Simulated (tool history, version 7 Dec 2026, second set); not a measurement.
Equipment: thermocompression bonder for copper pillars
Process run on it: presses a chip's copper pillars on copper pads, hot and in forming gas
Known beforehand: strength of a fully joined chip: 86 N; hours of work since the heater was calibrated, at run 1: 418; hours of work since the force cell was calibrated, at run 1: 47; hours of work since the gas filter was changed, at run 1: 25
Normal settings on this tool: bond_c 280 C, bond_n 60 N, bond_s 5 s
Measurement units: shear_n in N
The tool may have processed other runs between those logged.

run	hour	bond_c	bond_n	bond_s	hours of work since the heater was calibrated	hours of work since the force cell was calibrated	hours of work since the gas filter was changed	shear_n
1	0.0	280	60	5	418	47	25	60.9
2	20.7	280	60	5	429	58	36	61.1
3	46.0	280	60	5	442	71	49	61.0
4	59.6	280	60	5	449	78	57	60.6
5	80.5	280	60	5	460	89	67	60.9
6	92.3	280	60	7	466	95	74	65.5
7	106.8	256	60	5	474	103	81	51.8
8	127.6	256	60	5	484	114	92	52.0
9	153.8	298	60	10	498	128	106	75.0
10	174.8	298	58	12	509	139	117	76.2
11	189.1	279	52	12	517	146	124	68.2
12	202.0	280	60	8	523	153	131	67.1
13	215.3	280	60	8	530	160	138	67.2
14	229.3	280	60	8	538	167	145	66.8
15	241.8	280	60	8	544	173	152	67.4
16	264.0	280	57	5	556	185	163	58.9

Below are 4 alternative next runs, each starting from the tool's condition after run 16. Predict each:
A	275.7	280	36	5	562	191	169	?
B	275.7	306	60	3	562	191	169	?
C	275.7	280	86	4	562	191	169	?
D	275.7	280	55	5	562	191	169	?

run	shear_n
A	45.5
B	61.3
C	65.6
D	57.3
Without the tool's unlogged condition, the same runs would have read:
run	shear_n
A	46.7
B	62.9
C	67.3
D	58.8

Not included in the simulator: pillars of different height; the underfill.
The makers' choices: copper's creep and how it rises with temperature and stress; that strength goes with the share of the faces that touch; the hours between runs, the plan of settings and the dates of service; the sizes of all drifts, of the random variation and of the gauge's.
